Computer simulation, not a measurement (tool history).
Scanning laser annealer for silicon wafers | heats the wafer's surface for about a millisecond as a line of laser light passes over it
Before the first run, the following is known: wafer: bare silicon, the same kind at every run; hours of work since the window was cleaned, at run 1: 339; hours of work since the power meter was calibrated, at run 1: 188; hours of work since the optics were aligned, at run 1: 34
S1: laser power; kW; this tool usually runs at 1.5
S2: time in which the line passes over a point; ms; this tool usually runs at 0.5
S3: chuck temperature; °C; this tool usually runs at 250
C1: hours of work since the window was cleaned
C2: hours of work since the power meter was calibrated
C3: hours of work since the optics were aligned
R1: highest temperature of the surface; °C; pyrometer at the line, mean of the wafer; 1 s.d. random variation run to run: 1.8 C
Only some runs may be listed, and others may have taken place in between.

run  hour     S1     S2   S3   C1   C2  C3    R1
  1     0    1.5    0.5  250  339  188  34  1021
  2   9.6    1.5    0.5  250  345  194  40  1020
  3    18    1.5    0.5  250  351  200  46  1022
  4  22.3    1.5    0.5  250  353  203  49  1022
  5  30.6    1.5    0.5  250  359  208  54  1023
     33.4  -- window over the wafer cleaned
  6  41.6    1.5    0.5  250    5  214  60  1018
  7  48.9  1.604  0.466  214   10  219  65  1021
     56.5  -- window over the wafer cleaned, once more
  8  58.9  1.604  0.466  214    2  224  70  1045
  9  63.8   1.46   0.46  289    5  227  73  1015
 10  71.6  1.536  0.474  215   10  232  78  1005
 11  77.2  1.536  0.474  215   14  236  82  1002

Predict each of these 4 candidate next runs independently; none follows another, all start after run 11:
  A  81.2  1.536  0.493  274  16  239  85   ?
  B  81.2  1.307  0.588  250  16  239  85   ?
  C  81.2  1.536  0.355  212  16  239  85   ?
  D  81.2  1.343  0.436  225  16  239  85   ?

run    R1
  A  1081
  B   964
  C   886
  D   856
The same runs, with their run-to-run variation unchanged, on a tool lacking any hidden condition would have given:
run    R1
  A  1089
  B   971
  C   892
  D   862
